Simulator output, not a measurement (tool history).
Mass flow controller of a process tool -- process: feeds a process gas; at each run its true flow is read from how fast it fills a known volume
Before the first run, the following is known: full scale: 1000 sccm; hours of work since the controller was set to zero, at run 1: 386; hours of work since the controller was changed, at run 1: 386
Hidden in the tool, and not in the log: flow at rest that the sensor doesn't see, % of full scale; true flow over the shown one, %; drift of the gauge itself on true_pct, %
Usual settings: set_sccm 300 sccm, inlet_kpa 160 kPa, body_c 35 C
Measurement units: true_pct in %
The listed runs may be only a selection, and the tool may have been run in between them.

| run | hour | set_sccm | inlet_kpa | body_c | hours of work since the controller was set to zero | hours of work since the controller was changed | true_pct |
|---|---|---|---|---|---|---|---|
| 1 | 0.0 | 300 | 160 | 35 | 386 | 386 | 98.06 |
| 2 | 464.7 | 300 | 160 | 35 | 706 | 706 | 98.09 |
| 3 | 891.4 | 300 | 160 | 27 | 1001 | 1001 | 98.71 |
| 4 | 1348.7 | 300 | 160 | 27 | 1316 | 1316 | 98.73 |
| 5 | 1607.8 | 300 | 160 | 27 | 1494 | 1494 | 98.52 |
| 6 | 1997.9 | 170 | 160 | 27 | 1763 | 1763 | 98.39 |
| 7 | 2291.9 | 170 | 160 | 27 | 1966 | 1966 | 98.51 |
| 8 | 2731.3 | 170 | 160 | 27 | 2269 | 2269 | 98.55 |
| 9 | 2993.7 | 170 | 160 | 27 | 2450 | 2450 | 98.53 |
| 10 | 3393.3 | 596 | 160 | 35 | 2725 | 2725 | 98.61 |
| 11 | 3591.6 | 300 | 212 | 35 | 2862 | 2862 | 97.92 |
| 12 | 3847.3 | 300 | 212 | 35 | 3038 | 3038 | 97.90 |
| 13 | 4276.5 | 374 | 236 | 29 | 3334 | 3334 | 98.51 |
| 14 | 4490.0 | 652 | 211 | 35 | 3481 | 3481 | 98.52 |
| 15 | 4923.0 | 145 | 232 | 38 | 3780 | 3780 | 97.20 |
| 16 | 5379.5 | 402 | 141 | 38 | 4094 | 4094 | 98.07 |
| 17 | 5718.0 | 317 | 141 | 38 | 4328 | 4328 | 97.92 |
| 18 | 6147.1 | 557 | 266 | 33 | 4624 | 4624 | 98.20 |
| 19 | 6608.1 | 557 | 266 | 33 | 4941 | 4941 | 98.24 |
| 20 | 6819.0 | 252 | 142 | 37 | 5087 | 5087 | 97.85 |
| 21 | 7111.6 | 252 | 142 | 37 | 5288 | 5288 | 97.85 |
| 22 | 7426.8 | 252 | 142 | 37 | 5506 | 5506 | 97.77 |
| 23 | 7853.1 | 252 | 142 | 37 | 5800 | 5800 | 97.96 |
| 24 | 8282.8 | 252 | 142 | 37 | 6096 | 6096 | 97.87 |

Branching from run 24: 3 alternative next runs. What would each branch give?
| A | 8589.8 | 107 | 140 | 37 | 6307 | 6307 | ? |
| B | 8589.8 | 252 | 142 | 25 | 6307 | 6307 | ? |
| C | 8589.8 | 146 | 271 | 30 | 6307 | 6307 | ? |

| run | true_pct |
|---|---|
| A | 97.71 |
| B | 98.86 |
| C | 97.84 |
With no hidden state in the tool, these same runs would have given:
| run | true_pct |
|---|---|
| A | 97.66 |
| B | 98.84 |
| C | 97.81 |

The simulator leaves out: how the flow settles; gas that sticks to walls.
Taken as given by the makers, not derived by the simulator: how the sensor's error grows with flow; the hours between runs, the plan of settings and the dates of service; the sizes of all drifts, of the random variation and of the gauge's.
